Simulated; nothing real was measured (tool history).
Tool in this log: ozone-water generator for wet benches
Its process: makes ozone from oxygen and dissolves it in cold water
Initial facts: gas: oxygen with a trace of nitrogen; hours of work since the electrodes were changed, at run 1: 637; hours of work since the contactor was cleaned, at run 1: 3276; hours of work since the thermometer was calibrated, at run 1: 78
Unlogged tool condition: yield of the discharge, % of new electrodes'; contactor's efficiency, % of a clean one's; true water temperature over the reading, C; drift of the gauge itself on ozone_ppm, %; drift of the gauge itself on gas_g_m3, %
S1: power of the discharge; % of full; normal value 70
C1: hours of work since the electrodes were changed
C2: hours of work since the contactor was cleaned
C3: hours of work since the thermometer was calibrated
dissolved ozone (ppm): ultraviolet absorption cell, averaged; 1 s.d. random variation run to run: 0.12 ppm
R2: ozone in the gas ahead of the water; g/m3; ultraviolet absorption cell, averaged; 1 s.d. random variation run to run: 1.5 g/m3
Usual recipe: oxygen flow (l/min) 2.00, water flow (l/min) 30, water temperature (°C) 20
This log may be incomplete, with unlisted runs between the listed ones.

{"run": 1, "hour": 0.0, "S1": 70, "oxygen flow (l/min)": 2.0, "water flow (l/min)": 30, "water temperature (°C)": 20, "C1": 637, "C2": 3276, "C3": 78, "dissolved ozone (ppm)": 11.2, "R2": 275.2}
{"run": 2, "hour": 56.5, "S1": 70, "oxygen flow (l/min)": 2.0, "water flow (l/min)": 30, "water temperature (°C)": 20, "C1": 690, "C2": 3330, "C3": 131, "dissolved ozone (ppm)": 11.1, "R2": 272.0}
{"run": 3, "hour": 138.1, "S1": 70, "oxygen flow (l/min)": 2.0, "water flow (l/min)": 30, "water temperature (°C)": 20, "C1": 767, "C2": 3407, "C3": 208, "dissolved ozone (ppm)": 11.3, "R2": 273.6}
{"run": 4, "hour": 211.3, "S1": 70, "oxygen flow (l/min)": 2.0, "water flow (l/min)": 30, "water temperature (°C)": 20, "C1": 837, "C2": 3476, "C3": 277, "dissolved ozone (ppm)": 11.1, "R2": 273.1}
{"run": 5, "hour": 278.0, "S1": 70, "oxygen flow (l/min)": 2.0, "water flow (l/min)": 30, "water temperature (°C)": 20, "C1": 899, "C2": 3539, "C3": 340, "dissolved ozone (ppm)": 11.2, "R2": 272.9}
{"run": 6, "hour": 321.9, "S1": 72, "oxygen flow (l/min)": 2.0, "water flow (l/min)": 30, "water temperature (°C)": 20, "C1": 941, "C2": 3580, "C3": 382, "dissolved ozone (ppm)": 11.2, "R2": 277.0}
{"run": 7, "hour": 368.5, "S1": 72, "oxygen flow (l/min)": 2.0, "water flow (l/min)": 30, "water temperature (°C)": 20, "C1": 985, "C2": 3624, "C3": 426, "dissolved ozone (ppm)": 11.5, "R2": 276.9}
{"run": 8, "hour": 408.6, "S1": 72, "oxygen flow (l/min)": 2.0, "water flow (l/min)": 30, "water temperature (°C)": 20, "C1": 1023, "C2": 3662, "C3": 464, "dissolved ozone (ppm)": 11.3, "R2": 276.1}
{"run": 9, "hour": 489.9, "S1": 42, "oxygen flow (l/min)": 2.0, "water flow (l/min)": 30, "water temperature (°C)": 20, "C1": 1099, "C2": 3739, "C3": 540, "dissolved ozone (ppm)": 8.4, "R2": 201.5}
{"run": 10, "hour": 567.5, "S1": 42, "oxygen flow (l/min)": 2.0, "water flow (l/min)": 30, "water temperature (°C)": 20, "C1": 1173, "C2": 3812, "C3": 613, "dissolved ozone (ppm)": 8.4, "R2": 202.3}
{"run": 11, "hour": 632.7, "S1": 42, "oxygen flow (l/min)": 2.0, "water flow (l/min)": 30, "water temperature (°C)": 20, "C1": 1234, "C2": 3873, "C3": 675, "dissolved ozone (ppm)": 8.3, "R2": 205.1}
{"run": 12, "hour": 711.8, "S1": 42, "oxygen flow (l/min)": 2.0, "water flow (l/min)": 30, "water temperature (°C)": 20, "C1": 1309, "C2": 3948, "C3": 750, "dissolved ozone (ppm)": 8.2, "R2": 205.7}
{"run": 13, "hour": 791.4, "S1": 42, "oxygen flow (l/min)": 2.0, "water flow (l/min)": 30, "water temperature (°C)": 20, "C1": 1384, "C2": 4023, "C3": 825, "dissolved ozone (ppm)": 8.2, "R2": 201.4}
{"run": 14, "hour": 843.1, "S1": 42, "oxygen flow (l/min)": 2.0, "water flow (l/min)": 30, "water temperature (°C)": 20, "C1": 1433, "C2": 4072, "C3": 874, "dissolved ozone (ppm)": 8.1, "R2": 204.3}
{"run": 15, "hour": 915.6, "S1": 73, "oxygen flow (l/min)": 2.0, "water flow (l/min)": 30, "water temperature (°C)": 20, "C1": 1501, "C2": 4140, "C3": 942, "dissolved ozone (ppm)": 11.2, "R2": 276.1}
{"run": 16, "hour": 967.9, "S1": 70, "oxygen flow (l/min)": 2.0, "water flow (l/min)": 30, "water temperature (°C)": 20, "C1": 1550, "C2": 4190, "C3": 991, "dissolved ozone (ppm)": 11.1, "R2": 269.9}
{"run": 17, "hour": 1041.3, "S1": 70, "oxygen flow (l/min)": 1.1, "water flow (l/min)": 30, "water temperature (°C)": 20, "C1": 1620, "C2": 4259, "C3": 1060, "dissolved ozone (ppm)": 9.5, "R2": 391.3}
{"run": 18, "hour": 1090.3, "S1": 65, "oxygen flow (l/min)": 3.1, "water flow (l/min)": 25, "water temperature (°C)": 12, "C1": 1666, "C2": 4305, "C3": 1107, "dissolved ozone (ppm)": 14.3, "R2": 195.0}
{"run": 19, "hour": 1138.7, "S1": 65, "oxygen flow (l/min)": 1.04, "water flow (l/min)": 25, "water temperature (°C)": 22, "C1": 1711, "C2": 4351, "C3": 1152, "dissolved ozone (ppm)": 11.0, "R2": 390.3}
{"run": 20, "hour": 1173.1, "S1": 70, "oxygen flow (l/min)": 1.61, "water flow (l/min)": 30, "water temperature (°C)": 20, "C1": 1744, "C2": 4383, "C3": 1185, "dissolved ozone (ppm)": 10.4, "R2": 308.8}
{"run": 21, "hour": 1220.2, "S1": 70, "oxygen flow (l/min)": 1.61, "water flow (l/min)": 30, "water temperature (°C)": 20, "C1": 1788, "C2": 4428, "C3": 1229, "dissolved ozone (ppm)": 10.3, "R2": 308.0}
{"run": 22, "hour": 1297.8, "S1": 45, "oxygen flow (l/min)": 1.09, "water flow (l/min)": 30, "water temperature (°C)": 20, "C1": 1862, "C2": 4501, "C3": 1303, "dissolved ozone (ppm)": 7.5, "R2": 306.7}
{"run": 23, "hour": 1336.9, "S1": 42, "oxygen flow (l/min)": 1.86, "water flow (l/min)": 30, "water temperature (°C)": 20, "C1": 1898, "C2": 4538, "C3": 1339, "dissolved ozone (ppm)": 8.0, "R2": 210.0}
{"run": 24, "hour": 1391.8, "S1": 42, "oxygen flow (l/min)": 1.5, "water flow (l/min)": 20, "water temperature (°C)": 20, "C1": 1950, "C2": 4590, "C3": 1391, "dissolved ozone (ppm)": 11.5, "R2": 242.0}
{"run": 25, "hour": 1440.9, "S1": 70, "oxygen flow (l/min)": 2.0, "water flow (l/min)": 26, "water temperature (°C)": 20, "C1": 1997, "C2": 4636, "C3": 1438, "dissolved ozone (ppm)": 12.6, "R2": 269.1}
{"run": 26, "hour": 1512.6, "S1": 70, "oxygen flow (l/min)": 2.0, "water flow (l/min)": 26, "water temperature (°C)": 20, "C1": 2064, "C2": 4704, "C3": 1505, "dissolved ozone (ppm)": 12.3, "R2": 268.3}
{"run": 27, "hour": 1585.7, "S1": 42, "oxygen flow (l/min)": 1.69, "water flow (l/min)": 30, "water temperature (°C)": 20, "C1": 2133, "C2": 4772, "C3": 1574, "dissolved ozone (ppm)": 7.8, "R2": 223.6}
{"run": 28, "hour": 1640.3, "S1": 85, "oxygen flow (l/min)": 2.24, "water flow (l/min)": 30, "water temperature (°C)": 20, "C1": 2185, "C2": 4824, "C3": 1626, "dissolved ozone (ppm)": 12.1, "R2": 274.3}
{"run": 29, "hour": 1705.8, "S1": 85, "oxygen flow (l/min)": 2.24, "water flow (l/min)": 30, "water temperature (°C)": 20, "C1": 2247, "C2": 4886, "C3": 1687, "dissolved ozone (ppm)": 12.2, "R2": 276.7}
{"run": 30, "hour": 1769.7, "S1": 85, "oxygen flow (l/min)": 2.24, "water flow (l/min)": 30, "water temperature (°C)": 20, "C1": 2307, "C2": 4946, "C3": 1748, "dissolved ozone (ppm)": 12.2, "R2": 273.3}
{"run": 31, "hour": 1825.3, "S1": 50, "oxygen flow (l/min)": 2.14, "water flow (l/min)": 47, "water temperature (°C)": 20, "C1": 2359, "C2": 4999, "C3": 1800, "dissolved ozone (ppm)": 5.9, "R2": 210.8}
{"run": 32, "hour": 1876.9, "S1": 85, "oxygen flow (l/min)": 2.14, "water flow (l/min)": 44, "water temperature (°C)": 20, "C1": 2408, "C2": 5047, "C3": 1849, "dissolved ozone (ppm)": 8.1, "R2": 282.6}
{"run": 33, "hour": 1932.3, "S1": 51, "oxygen flow (l/min)": 3.07, "water flow (l/min)": 30, "water temperature (°C)": 14, "C1": 2460, "C2": 5100, "C3": 1901, "dissolved ozone (ppm)": 10.1, "R2": 170.1}

Branching from run 33: 4 alternative next runs. What would each branch give?
{"run": "A", "hour": 1975.4, "S1": 86, "oxygen flow (l/min)": 2.0, "water flow (l/min)": 30, "water temperature (°C)": 20, "C1": 2501, "C2": 5140, "C3": 1942, "dissolved ozone (ppm)": "?", "R2": "?"}
{"run": "B", "hour": 1975.4, "S1": 85, "oxygen flow (l/min)": 3.33, "water flow (l/min)": 31, "water temperature (°C)": 14, "C1": 2501, "C2": 5140, "C3": 1942, "dissolved ozone (ppm)": "?", "R2": "?"}
{"run": "C", "hour": 1975.4, "S1": 70, "oxygen flow (l/min)": 2.0, "water flow (l/min)": 37, "water temperature (°C)": 20, "C1": 2501, "C2": 5140, "C3": 1942, "dissolved ozone (ppm)": "?", "R2": "?"}
{"run": "D", "hour": 1975.4, "S1": 70, "oxygen flow (l/min)": 3.13, "water flow (l/min)": 30, "water temperature (°C)": 20, "C1": 2501, "C2": 5140, "C3": 1942, "dissolved ozone (ppm)": "?", "R2": "?"}

run=A dissolved_ozone_(ppm)=12.1 R2=293.6
run=B dissolved_ozone_(ppm)=13.0 R2=211.1
run=C dissolved_ozone_(ppm)=8.5 R2=264.4
run=D dissolved_ozone_(ppm)=11.6 R2=200.5
Without the tool's hidden state the same runs would have given:
run=A dissolved_ozone_(ppm)=13.0 R2=309.5
run=B dissolved_ozone_(ppm)=14.0 R2=222.4
run=C dissolved_ozone_(ppm)=9.1 R2=277.1
run=D dissolved_ozone_(ppm)=12.4 R2=210.1
